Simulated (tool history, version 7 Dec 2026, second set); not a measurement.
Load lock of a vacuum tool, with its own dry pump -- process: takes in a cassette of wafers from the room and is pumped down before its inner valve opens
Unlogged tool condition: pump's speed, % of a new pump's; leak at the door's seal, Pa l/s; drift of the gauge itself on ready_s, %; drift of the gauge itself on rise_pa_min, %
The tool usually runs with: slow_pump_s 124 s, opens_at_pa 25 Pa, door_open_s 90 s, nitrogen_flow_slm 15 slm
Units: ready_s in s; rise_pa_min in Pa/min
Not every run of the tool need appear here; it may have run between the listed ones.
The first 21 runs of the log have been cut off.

run	day	slow_pump_s	opens_at_pa	door_open_s	nitrogen_flow_slm	hours that the pump has run since its overhaul	times that the door has closed on its seal	incoming humidity of the room's air, %	ready_s	rise_pa_min
22	100.55	221	19	149	15	5340	35830	42.2	277.1	0.016
23	105.058	124	25	34	8	5448	36203	44.8	189.3	0.012
24	110.862	119	48	90	18	5588	36683	48.1	180.2	0.012
25	113.871	82	48	88	18	5660	36932	45.8	148.3	0.018
26	117.721	166	25	87	15	5752	37250	45.7	224.2	0.019
27	121.912	158	25	28	13	5853	37597	46.7	218.4	0.014
28	128.262	158	25	28	13	6005	38122	42.6	218.5	0.016
29	131.625	148	25	25	15	6086	38400	49.1	212.3	0.01
30	137.296	118	25	58	15	6222	38870	46	187	0.01
31	140.567	118	25	58	15	6300	39140	47.1	185.7	0.015
32	147.012	118	25	116	5	6455	39673	43.9	185.2	0.034
33	151.012	124	29	90	15	6551	40004	42.7	188.1	0.015
34	156.992	132	25	90	4	6695	40499	45.9	196.4	0.037
35	160.717	132	38	90	4	6784	40807	45.9	195.1	0.03
36	165.475	132	38	90	4	6898	41200	45.9	195.2	0.025
37	168.833	132	38	90	4	6979	41478	47.9	190.7	0.027
38	172.042	132	38	90	4	7056	41743	43.3	191	0.029

Forecast each of these 3 alternatives for the next run:
A	176.879	164	25	90	38	7172	42144	44.7	?	?
B	176.879	78	38	48	9	7172	42144	44.1	?	?
C	176.879	132	38	91	30	7172	42144	50.5	?	?

run	ready_s	rise_pa_min
A	225.4	0.008
B	147.5	0.019
C	191.1	0.012
Without the tool's unlogged condition, the same runs would have read:
run	ready_s	rise_pa_min
A	225.4	0.007
B	147.5	0.018
C	191	0.01

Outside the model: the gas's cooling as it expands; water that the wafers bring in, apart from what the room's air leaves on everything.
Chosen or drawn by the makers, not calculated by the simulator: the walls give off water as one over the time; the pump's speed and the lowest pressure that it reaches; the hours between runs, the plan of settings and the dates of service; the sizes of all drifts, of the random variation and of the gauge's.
